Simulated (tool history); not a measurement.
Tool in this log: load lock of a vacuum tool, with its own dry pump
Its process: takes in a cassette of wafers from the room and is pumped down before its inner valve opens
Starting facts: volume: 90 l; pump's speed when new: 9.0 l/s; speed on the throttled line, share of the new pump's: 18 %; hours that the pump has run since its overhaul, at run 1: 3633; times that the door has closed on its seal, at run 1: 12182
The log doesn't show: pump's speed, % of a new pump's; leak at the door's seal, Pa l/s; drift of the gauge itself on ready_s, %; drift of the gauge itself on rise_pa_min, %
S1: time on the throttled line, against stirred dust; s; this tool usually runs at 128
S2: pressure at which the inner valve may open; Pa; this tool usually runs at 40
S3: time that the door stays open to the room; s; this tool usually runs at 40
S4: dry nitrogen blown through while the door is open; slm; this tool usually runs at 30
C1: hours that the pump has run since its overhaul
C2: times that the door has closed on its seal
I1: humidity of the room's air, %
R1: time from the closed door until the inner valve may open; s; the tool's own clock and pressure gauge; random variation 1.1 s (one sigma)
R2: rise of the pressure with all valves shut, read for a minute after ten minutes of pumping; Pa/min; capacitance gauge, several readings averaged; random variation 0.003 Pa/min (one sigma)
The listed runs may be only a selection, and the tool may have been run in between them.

| run | day | S1 | S2 | S3 | S4 | C1 | C2 | I1 | R1 | R2 |
|---|---|---|---|---|---|---|---|---|---|---|
| 1 | 0 | 128 | 40 | 40 | 30 | 3633 | 12182 | 44.5 | 185.1 | 0.072 |
| 2 | 8.612 | 128 | 40 | 40 | 30 | 3840 | 13145 | 45.5 | 188.9 | 0.081 |
| 3 | 20.033 | 199 | 40 | 40 | 30 | 4114 | 14422 | 43.6 | 243.7 | 0.09 |
| 4 | 30.321 | 199 | 40 | 58 | 30 | 4361 | 15572 | 46.1 | 243.7 | 0.095 |
| 5 | 41.625 | 128 | 40 | 40 | 30 | 4632 | 16835 | 46.3 | 185.5 | 0.101 |
| 6 | 54.762 | 128 | 40 | 162 | 30 | 4947 | 18304 | 44.6 | 188 | 0.118 |
| 7 | 63.362 | 128 | 40 | 40 | 30 | 5154 | 19265 | 46.1 | 188.5 | 0.12 |
| 8 | 69.842 | 128 | 40 | 40 | 30 | 5309 | 19989 | 43.1 | 189 | 0.125 |
| 9 | 80.675 | 163 | 40 | 40 | 30 | 5569 | 21200 | 44.7 | 217.2 | 0.135 |
| 10 | 93.017 | 163 | 40 | 40 | 30 | 5865 | 22580 | 43.6 | 218.3 | 0.146 |
| 11 | 103.8 | 128 | 40 | 40 | 30 | 6124 | 23785 | 46.4 | 190.1 | 0.169 |
| 12 | 115.021 | 128 | 47 | 40 | 30 | 6393 | 25040 | 45.6 | 187 | 0.166 |
| 13 | 122.529 | 128 | 40 | 69 | 30 | 6574 | 25879 | 42.7 | 190.4 | 0.182 |
| 14 | 131.496 | 128 | 40 | 40 | 30 | 6789 | 26881 | 47.8 | 189.1 | 0.187 |
| 15 | 140.625 | 128 | 40 | 40 | 30 | 7008 | 27901 | 46.3 | 187.5 | 0.202 |
| 16 | 149.954 | 128 | 40 | 40 | 30 | 7232 | 28944 | 47.3 | 189.6 | 0.211 |
| 17 | 157.625 | 128 | 76 | 40 | 30 | 7416 | 29802 | 44.1 | 181.5 | 0.223 |
| 18 | 164.917 | 128 | 76 | 40 | 30 | 7591 | 30617 | 39.8 | 183.4 | 0.223 |
| 19 | 178.921 | 128 | 76 | 40 | 30 | 7927 | 32182 | 44 | 183.8 | 0.254 |
| 20 | 190.021 | 128 | 76 | 40 | 30 | 8193 | 33423 | 44.5 | 182.8 | 0.264 |
| 21 | 203.054 | 76 | 61 | 144 | 9 | 8506 | 34880 | 48.3 | 144.5 | 0.313 |
| 22 | 210.717 | 188 | 41 | 40 | 30 | 8690 | 35736 | 43.6 | 237.3 | 0.299 |
| 23 | 224.408 | 128 | 29 | 36 | 30 | 9019 | 37267 | 44.7 | 193.5 | 0.314 |
| 24 | 236.183 | 128 | 29 | 36 | 30 | 9301 | 38583 | 47.2 | 194.1 | 0.333 |
| 25 | 251.529 | 128 | 43 | 173 | 30 | 9670 | 40299 | 42.8 | 189.5 | 0.354 |
| 26 | 259.142 | 161 | 40 | 171 | 30 | 9852 | 41149 | 45.5 | 218.4 | 0.366 |
| 27 | 272.408 | 128 | 31 | 78 | 30 | 10171 | 42633 | 48.2 | 196 | 0.385 |
| 28 | 279.312 | 128 | 69 | 184 | 30 | 10336 | 43404 | 44.1 | 186 | 0.404 |
| 29 | 287.333 | 128 | 70 | 117 | 30 | 10529 | 44301 | 42.8 | 186.3 | 0.419 |
| 30 | 296.471 | 128 | 38 | 40 | 10 | 10748 | 45322 | 46 | 190 | 0.427 |
| 31 | 307.521 | 128 | 46 | 40 | 33 | 11013 | 46558 | 44.9 | 189.5 | 0.442 |
| 32 | 318.967 | 128 | 46 | 96 | 14 | 11288 | 47837 | 45.2 | 191.2 | 0.485 |
|  | 323.654 | door's seal changed, seat wiped |
| 33 | 329.462 | 187 | 39 | 40 | 27 | 11538 | 649 | 46.5 | 239.1 | 0.008 |
| 34 | 345.042 | 187 | 39 | 40 | 27 | 11912 | 2390 | 47.4 | 238 | 0.017 |
| 35 | 355.304 | 187 | 53 | 107 | 27 | 12159 | 3537 | 44.3 | 236.9 | 0.029 |
| 36 | 370.821 | 128 | 40 | 40 | 4 | 12531 | 5272 | 46.6 | 193.6 | 0.042 |
| 37 | 383.017 | 128 | 40 | 40 | 4 | 12824 | 6635 | 49.4 | 196 | 0.052 |

Forecast each of these 3 alternatives for the next run:
| A | 394.917 | 128 | 40 | 40 | 14 | 13109 | 7965 | 47.5 | ? | ? |
| B | 394.917 | 128 | 79 | 142 | 13 | 13109 | 7965 | 45.6 | ? | ? |
| C | 394.917 | 145 | 40 | 40 | 17 | 13109 | 7965 | 45.9 | ? | ? |

| run | R1 | R2 |
|---|---|---|
| A | 194.4 | 0.045 |
| B | 187 | 0.06 |
| C | 208.2 | 0.04 |
What these runs would have given with no unlogged condition in the tool:
| run | R1 | R2 |
|---|---|---|
| A | 183.6 | 0.012 |
| B | 177.5 | 0.027 |
| C | 197.9 | 0.007 |

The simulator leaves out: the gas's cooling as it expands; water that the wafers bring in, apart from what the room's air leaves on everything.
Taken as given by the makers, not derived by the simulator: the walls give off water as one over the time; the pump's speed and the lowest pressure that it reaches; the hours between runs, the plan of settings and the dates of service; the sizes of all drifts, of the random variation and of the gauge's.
